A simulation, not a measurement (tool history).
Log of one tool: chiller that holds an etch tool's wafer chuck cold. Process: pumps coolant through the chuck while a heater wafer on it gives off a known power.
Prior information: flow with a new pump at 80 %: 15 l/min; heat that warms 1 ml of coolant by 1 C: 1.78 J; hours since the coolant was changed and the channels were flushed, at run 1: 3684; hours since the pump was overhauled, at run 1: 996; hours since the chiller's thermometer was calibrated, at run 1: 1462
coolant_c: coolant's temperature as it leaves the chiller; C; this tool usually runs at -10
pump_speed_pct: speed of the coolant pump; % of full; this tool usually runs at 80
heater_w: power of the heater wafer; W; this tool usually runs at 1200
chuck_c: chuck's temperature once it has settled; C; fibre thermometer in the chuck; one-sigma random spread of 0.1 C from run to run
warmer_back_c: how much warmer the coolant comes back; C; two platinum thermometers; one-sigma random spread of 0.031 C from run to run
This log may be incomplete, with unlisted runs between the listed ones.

run	hour	coolant_c	pump_speed_pct	heater_w	hours since the coolant was changed and the channels were flushed	hours since the pump was overhauled	hours since the chiller's thermometer was calibrated	chuck_c	warmer_back_c
1	0	-10	80	1200	3684	996	1462	-1.9	2.79
2	44.6	-10	80	1200	3728	1041	1506	-2	2.75
3	82.7	-20	80	1200	3766	1079	1544	-11.9	2.74
4	106.9	-10	80	1200	3791	1103	1568	-1.9	2.77
5	160.1	-10	80	1200	3844	1156	1622	-1.8	2.72
6	184	-10	80	1200	3868	1180	1646	-2.1	2.77
7	231.1	-10	80	1200	3915	1227	1693	-2	2.74
8	281.9	-12	80	607	3966	1278	1743	-8.1	1.35
9	322.2	-12	88	607	4006	1318	1784	-8.3	1.28
# hour 328.5: chiller's thermometer calibrated
10	361.8	-1	66	1604	4045	1357	33	12	4.61
11	417.2	-19	86	1604	4100	1412	89	-8.9	3.44
12	471	-11	73	1448	4154	1466	142	-0.5	3.72
13	494.8	-4	82	646	4178	1490	166	0	1.45
14	521	-10	62	1433	4204	1516	192	2.1	4.43

How the hidden state differs across the entries between the runs, from the last listed run before each to the first after it:
Run 9 -> run 10: chiller's thermometer calibrated (hour 328.5)
  flow at a given pump speed, % of a new pump's: 97.3 -> 97.2; coolant's true temperature over the reading, C: -0.32 -> -0.54
  the result without the hidden state subtracted from the measured one, chuck_c: +0 -> +0.6 C; warmer_back_c: +0.04 -> +0.13 C
